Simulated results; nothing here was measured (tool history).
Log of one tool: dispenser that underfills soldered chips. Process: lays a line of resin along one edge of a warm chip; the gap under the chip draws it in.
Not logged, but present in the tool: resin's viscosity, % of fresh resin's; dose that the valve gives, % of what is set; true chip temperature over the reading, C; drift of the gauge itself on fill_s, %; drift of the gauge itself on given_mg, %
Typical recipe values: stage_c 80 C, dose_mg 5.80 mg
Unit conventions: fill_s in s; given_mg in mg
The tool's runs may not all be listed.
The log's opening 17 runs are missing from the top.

run   hour  stage_c  dose_mg  hours of work since the syringe was changed  hours of work since the valve was cleaned  hours of work since the stage was calibrated  fill_s  given_mg
     107.5  -- dispensing valve cleaned and set on the balance
 18  110.6       92     6.62                                            9                                          2                                           241    25.8      6.61
     114.0  -- new syringe of resin
 19  116.1       91     7.17                                            2                                          6                                           245    14.6      7.14
 20  124.0       92     5.91                                            7                                         12                                           251    22.7      5.83
     129.7  -- new syringe of resin
 21  131.3       92     5.91                                            1                                         17                                           256    13.7      5.84
 22  137.0       76     6.96                                            5                                         21                                           260    30.6      6.81
 23  142.6       81     7.44                                           10                                         26                                           264    36.9      7.22
     145.5  -- new syringe of resin
 24  148.7       87     6.98                                            2                                         30                                           269    16.8      6.77
 25  156.2       89     6.96                                            8                                         35                                           274    25.9      6.75
     161.4  -- new syringe of resin
 26  162.8       77     6.88                                            1                                         40                                           279    20.8      6.55
 27  168.4       77     6.10                                            5                                         44                                           283    29.5      5.80
 28  175.4       73     6.70                                           10                                         49                                           288    49.9      6.37
     177.1  -- new syringe of resin
 29  179.4       78     7.33                                            2                                         52                                           291    20.7      6.97
 30  183.1       78     7.33                                            4                                         55                                           294    26.6      6.98
 31  187.7       77     5.39                                            8                                         58                                           297    38.5      5.15

Below are 4 alternative next runs, each starting from the tool's condition after run 31. Predict each:
     192.7  -- new syringe of resin
  A  194.7       76     7.26                                            2                                         63                                           302       ?         ?
     192.7  -- new syringe of resin
  B  194.7       77     6.85                                            2                                         63                                           302       ?         ?
     192.7  -- new syringe of resin
  C  194.7       92     6.51                                            2                                         63                                           302       ?         ?
     192.7  -- new syringe of resin
  D  194.7       93     6.71                                            2                                         63                                           302       ?         ?

run  fill_s  given_mg
  A    21.5      6.85
  B    21.2      6.43
  C    13.5      6.18
  D    13.1      6.33
Had the tool no hidden state, the same runs would have come out as:
run  fill_s  given_mg
  A    18.5      7.24
  B    18.4      6.79
  C    11.7      6.52
  D    11.3      6.69

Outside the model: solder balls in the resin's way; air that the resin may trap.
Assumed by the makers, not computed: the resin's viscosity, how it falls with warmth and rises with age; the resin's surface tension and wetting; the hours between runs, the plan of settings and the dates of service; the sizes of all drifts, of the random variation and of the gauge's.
